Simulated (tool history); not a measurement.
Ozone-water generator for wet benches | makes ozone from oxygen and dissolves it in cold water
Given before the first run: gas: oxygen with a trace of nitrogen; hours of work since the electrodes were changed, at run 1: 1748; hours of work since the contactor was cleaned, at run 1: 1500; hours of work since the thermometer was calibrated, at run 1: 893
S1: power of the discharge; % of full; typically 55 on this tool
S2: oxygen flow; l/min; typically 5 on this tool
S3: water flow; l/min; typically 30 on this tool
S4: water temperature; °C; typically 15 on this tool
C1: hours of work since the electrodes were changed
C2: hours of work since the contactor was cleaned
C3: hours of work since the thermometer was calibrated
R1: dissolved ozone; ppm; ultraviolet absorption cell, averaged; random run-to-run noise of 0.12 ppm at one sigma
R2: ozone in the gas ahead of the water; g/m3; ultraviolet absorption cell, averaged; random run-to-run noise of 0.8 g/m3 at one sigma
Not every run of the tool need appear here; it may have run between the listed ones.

Run 1, hour 0: usual settings; C1 1748; C2 1500; C3 893. Result: R1 11.4 ppm, R2 120.4 g/m3.
Run 2, hour 67.1: usual settings but S4 17 °C; C1 1805; C2 1556; C3 950. Result: R1 10.9 ppm, R2 119.5 g/m3.
Run 3, hour 131.4: usual settings but S4 17 °C; C1 1859; C2 1611; C3 1005. Result: R1 11.2 ppm, R2 119.9 g/m3.
Run 4, hour 185: usual settings but S4 17 °C; C1 1905; C2 1656; C3 1050. Result: R1 11.2 ppm, R2 118.7 g/m3.
Run 5, hour 255.2: usual settings but S4 17 °C; C1 1964; C2 1716; C3 1109. Result: R1 10.9 ppm, R2 120.1 g/m3.
Run 6, hour 326.1: usual settings but S4 22 °C; C1 2024; C2 1776; C3 1169. Result: R1 10.4 ppm, R2 119.5 g/m3.
Run 7, hour 391.1: usual settings but S4 22 °C; C1 2079; C2 1830; C3 1224. Result: R1 10.4 ppm, R2 119.4 g/m3.
Run 8, hour 452.8: usual settings but S3 25 l/min, S4 22 °C; C1 2131; C2 1883; C3 1276. Result: R1 12.2 ppm, R2 120.5 g/m3.
Run 9, hour 523: usual settings but S3 25 l/min, S4 22 °C; C1 2191; C2 1942; C3 1336. Result: R1 12.1 ppm, R2 120.5 g/m3.
Run 10, hour 564.1: usual settings but S2 5.98 l/min, S3 26 l/min, S4 22 °C; C1 2225; C2 1977; C3 1370. Result: R1 12 ppm, R2 109.1 g/m3.
Run 11, hour 631.7: usual settings but S2 4.56 l/min, S3 26 l/min, S4 7 °C; C1 2283; C2 2034; C3 1428. Result: R1 13.5 ppm, R2 124.2 g/m3.
Run 12, hour 680.5: usual settings but S1 43 % of full, S2 5.23 l/min; C1 2324; C2 2075; C3 1469. Result: R1 9.3 ppm, R2 93.8 g/m3.
Run 13, hour 713.9: usual settings but S2 5.97 l/min, S3 31 l/min; C1 2352; C2 2103; C3 1497. Result: R1 11 ppm, R2 108.8 g/m3.
Run 14, hour 749.3: usual settings but S2 5.97 l/min, S3 31 l/min; C1 2382; C2 2133; C3 1527. Result: R1 11.1 ppm, R2 108.3 g/m3.
Run 15, hour 807.7: usual settings but S2 8.41 l/min, S3 34 l/min, S4 8 °C; C1 2431; C2 2183; C3 1577. Result: R1 11.4 ppm, R2 90.5 g/m3.
Run 16, hour 847.3: usual settings but S2 8.41 l/min, S3 34 l/min, S4 8 °C; C1 2465; C2 2216; C3 1610. Result: R1 11.5 ppm, R2 90.6 g/m3.
Run 17, hour 902.9: usual settings but S2 4.84 l/min; C1 2512; C2 2263; C3 1657. Result: R1 10.9 ppm, R2 119 g/m3.

Subtracting, for every run, the result it would have given without the tool's unlogged condition from the measured result gives the following. The same run-to-run variation enters both numbers; the gauge's scatter may not:
The tool's hidden condition here consists of: yield of the discharge, % of new electrodes'; contactor's efficiency, % of a clean one's; true water temperature over the reading, C; drift of the gauge itself on ozone_ppm, %; drift of the gauge itself on gas_g_m3, %.
run    R1    R2
  1  -0.5  -4.7
  2  -0.5  -4.8
  3  -0.6    -5
  4  -0.5  -5.2
  5  -0.6  -5.3
  6  -0.6  -5.4
  7  -0.6  -5.6
  8  -0.6  -5.8
  9  -0.7  -5.9
 10  -0.7  -5.4
 11  -0.9  -6.4
 12  -0.4  -3.5
 13  -0.7  -5.8
 14  -0.7  -5.8
 15  -0.8  -5.1
 16  -0.8  -5.1
 17  -0.7  -6.9
